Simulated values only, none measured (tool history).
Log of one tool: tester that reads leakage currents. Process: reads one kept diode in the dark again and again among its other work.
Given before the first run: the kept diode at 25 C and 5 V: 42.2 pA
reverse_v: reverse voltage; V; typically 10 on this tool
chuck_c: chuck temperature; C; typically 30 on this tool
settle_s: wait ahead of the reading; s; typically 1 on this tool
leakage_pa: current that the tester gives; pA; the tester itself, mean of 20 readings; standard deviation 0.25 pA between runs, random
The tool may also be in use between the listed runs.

run 1 hour=0 | reverse_v=10 chuck_c=30 settle_s=1 | leakage_pa=93.85
run 2 hour=146.7 | reverse_v=2.8 chuck_c=30 settle_s=1 | leakage_pa=61.75
-- hour=253.5 probe card cleaned and baked
run 3 hour=273.1 | reverse_v=2.8 chuck_c=30 settle_s=1 | leakage_pa=61.87
run 4 hour=339.9 | reverse_v=2.8 chuck_c=30 settle_s=1 | leakage_pa=61.99
run 5 hour=493.3 | reverse_v=2.8 chuck_c=30 settle_s=1 | leakage_pa=62.5
run 6 hour=597.9 | reverse_v=10 chuck_c=30 settle_s=1 | leakage_pa=94.77
run 7 hour=674.6 | reverse_v=10 chuck_c=30 settle_s=6.19 | leakage_pa=92.73
run 8 hour=753.4 | reverse_v=10 chuck_c=30 settle_s=6.19 | leakage_pa=92.85
run 9 hour=857.4 | reverse_v=10 chuck_c=33 settle_s=1 | leakage_pa=121.76
run 10 hour=1009.1 | reverse_v=10 chuck_c=33 settle_s=1 | leakage_pa=122.22
run 11 hour=1075.8 | reverse_v=10 chuck_c=33 settle_s=1 | leakage_pa=122.92
run 12 hour=1226.8 | reverse_v=10 chuck_c=33 settle_s=1 | leakage_pa=123.47
run 13 hour=1350.1 | reverse_v=10 chuck_c=30 settle_s=3.64 | leakage_pa=96.79
run 14 hour=1474 | reverse_v=10 chuck_c=30 settle_s=3.64 | leakage_pa=97.21
run 15 hour=1573.4 | reverse_v=18.8 chuck_c=45 settle_s=1 | leakage_pa=378.72
run 16 hour=1638.7 | reverse_v=1.1 chuck_c=30 settle_s=0.37 | leakage_pa=49.85
run 17 hour=1760.6 | reverse_v=1.7 chuck_c=22 settle_s=4.61 | leakage_pa=29.12

Predict the results of run 18:
run 18 hour=1881.3 | reverse_v=1.7 chuck_c=23 settle_s=8.64 | leakage_pa=?

{"run 18": {"leakage_pa": 31.79}}
The same run, on a tool lacking any hidden state, would have yielded leakage_pa 25.53 pA.
